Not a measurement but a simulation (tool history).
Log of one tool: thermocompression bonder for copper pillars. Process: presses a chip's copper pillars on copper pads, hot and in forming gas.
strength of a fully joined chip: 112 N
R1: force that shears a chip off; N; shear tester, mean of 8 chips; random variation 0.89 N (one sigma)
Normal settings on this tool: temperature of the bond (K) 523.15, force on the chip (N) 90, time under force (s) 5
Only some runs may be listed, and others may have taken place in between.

Run 1, hour 0: usual settings. Result: R1 66.4 N.
Run 2, hour 23.7: usual settings. Result: R1 64.5 N.
Run 3, hour 44: usual settings but temperature of the bond (K) 532.15. Result: R1 72.1 N.
Run 4, hour 67.4: usual settings but temperature of the bond (K) 495.15. Result: R1 44.7 N.
Run 5, hour 89: usual settings but temperature of the bond (K) 495.15. Result: R1 43.8 N.
Run 6, hour 108.5: usual settings but temperature of the bond (K) 495.15, force on the chip (N) 123. Result: R1 59.9 N.
Run 7, hour 127.3: usual settings but temperature of the bond (K) 495.15, force on the chip (N) 123. Result: R1 58.3 N.
Run 8, hour 139.9: usual settings but temperature of the bond (K) 495.15, force on the chip (N) 123. Result: R1 58.2 N.
Run 9, hour 153.3: usual settings but temperature of the bond (K) 495.15, force on the chip (N) 123. Result: R1 58.5 N.
Run 10, hour 174.7: usual settings but temperature of the bond (K) 495.15, force on the chip (N) 123. Result: R1 57.3 N.
Run 11, hour 198.3: usual settings but temperature of the bond (K) 495.15, force on the chip (N) 123. Result: R1 58.3 N.
Run 12, hour 215.3: usual settings but temperature of the bond (K) 495.15, force on the chip (N) 123. Result: R1 58.5 N.
Run 13, hour 239.9: usual settings but force on the chip (N) 67. Result: R1 47.8 N.
Run 14, hour 256.9: usual settings but force on the chip (N) 67. Result: R1 47.3 N.
Run 15, hour 270.2: usual settings but force on the chip (N) 67. Result: R1 47.6 N.
Run 16, hour 286.6: usual settings but force on the chip (N) 67. Result: R1 46.5 N.
Run 17, hour 300.1: usual settings but force on the chip (N) 61. Result: R1 40.9 N.
Run 18, hour 321.1: usual settings. Result: R1 60.2 N.
At hour 344.9: heater calibrated with a thermocouple chip.
Run 19, hour 348.6: usual settings but temperature of the bond (K) 544.15. Result: R1 80.6 N.
Run 20, hour 370.4: usual settings but force on the chip (N) 83. Result: R1 63.1 N.
Run 21, hour 391.5: usual settings but force on the chip (N) 125. Result: R1 84.5 N.
Run 22, hour 407.9: usual settings but temperature of the bond (K) 517.15, force on the chip (N) 75, time under force (s) 4. Result: R1 49 N.
Run 23, hour 419.2: usual settings but temperature of the bond (K) 495.15, force on the chip (N) 63, time under force (s) 3. Result: R1 25.5 N.
Run 24, hour 432.9: usual settings but temperature of the bond (K) 516.15, time under force (s) 3. Result: R1 52.9 N.
At hour 436.6: force cell calibrated.
Run 25, hour 445.9: usual settings but temperature of the bond (K) 516.15, time under force (s) 3. Result: R1 54.5 N.
Run 26, hour 458.1: usual settings but force on the chip (N) 57. Result: R1 45.7 N.
Run 27, hour 472.6: usual settings but temperature of the bond (K) 532.15, time under force (s) 6. Result: R1 76.9 N.
Run 28, hour 485.2: usual settings but temperature of the bond (K) 532.15, time under force (s) 6. Result: R1 77 N.
At hour 503.2: force cell calibrated, once more.
Run 29, hour 512.4: usual settings but temperature of the bond (K) 503.15, force on the chip (N) 110, time under force (s) 3. Result: R1 50.9 N.
Run 30, hour 536.2: usual settings but temperature of the bond (K) 494.15, force on the chip (N) 87. Result: R1 43.6 N.
Run 31, hour 558.4: usual settings but temperature of the bond (K) 494.15, force on the chip (N) 87. Result: R1 42 N.
Run 32, hour 571.4: usual settings but temperature of the bond (K) 548.15, time under force (s) 13. Result: R1 89.7 N.
Run 33, hour 589.3: usual settings but temperature of the bond (K) 547.15, force on the chip (N) 60, time under force (s) 11. Result: R1 71.1 N.
Run 34, hour 607.1: usual settings but temperature of the bond (K) 525.15, force on the chip (N) 94, time under force (s) 14. Result: R1 84.7 N.
At hour 613: forming gas filter changed.
Run 35, hour 626.3: usual settings but temperature of the bond (K) 525.15, force on the chip (N) 94, time under force (s) 14. Result: R1 94.9 N.
Run 36, hour 637.7: usual settings but temperature of the bond (K) 530.15, force on the chip (N) 78. Result: R1 68.5 N.
Run 37, hour 652.7: usual settings but temperature of the bond (K) 536.15, force on the chip (N) 117, time under force (s) 14. Result: R1 104.3 N.
Run 38, hour 677.7: usual settings but temperature of the bond (K) 522.15, force on the chip (N) 123, time under force (s) 10. Result: R1 97.4 N.
Run 39, hour 701.7: usual settings but temperature of the bond (K) 522.15, force on the chip (N) 123, time under force (s) 10. Result: R1 95.9 N.

For each run, the measured value with the value that run would have given without the tool's hidden condition subtracted. The run-to-run variation is shared by both, the gauge scatter possibly not:
The hidden state here: true temperature of the bond over the reading, C; force that reaches the chip, % of what is set; oxide that the forming gas leaves, % of the face; drift of the gauge itself on shear_n, %.
run     R1
  1   -8.5
  2   -8.7
  3   -9.2
  4   -8.2
  5   -8.5
  6  -10.5
  7  -10.6
  8  -10.7
  9  -11.1
 10  -11.1
 11  -11.7
 12    -12
 13   -9.9
 14  -10.1
 15  -10.5
 16  -10.4
 17   -9.9
 18  -12.7
 19   -7.1
 20   -5.6
 21   -8.2
 22   -4.8
 23   -2.7
 24   -5.6
 25     -5
 26   -4.1
 27     -8
 28   -8.1
 29   -7.8
 30   -7.2
 31   -7.4
 32  -12.4
 33  -11.3
 34    -13
 35     -2
 36   -2.7
 37   -1.4
 38   -2.5
 39   -2.9
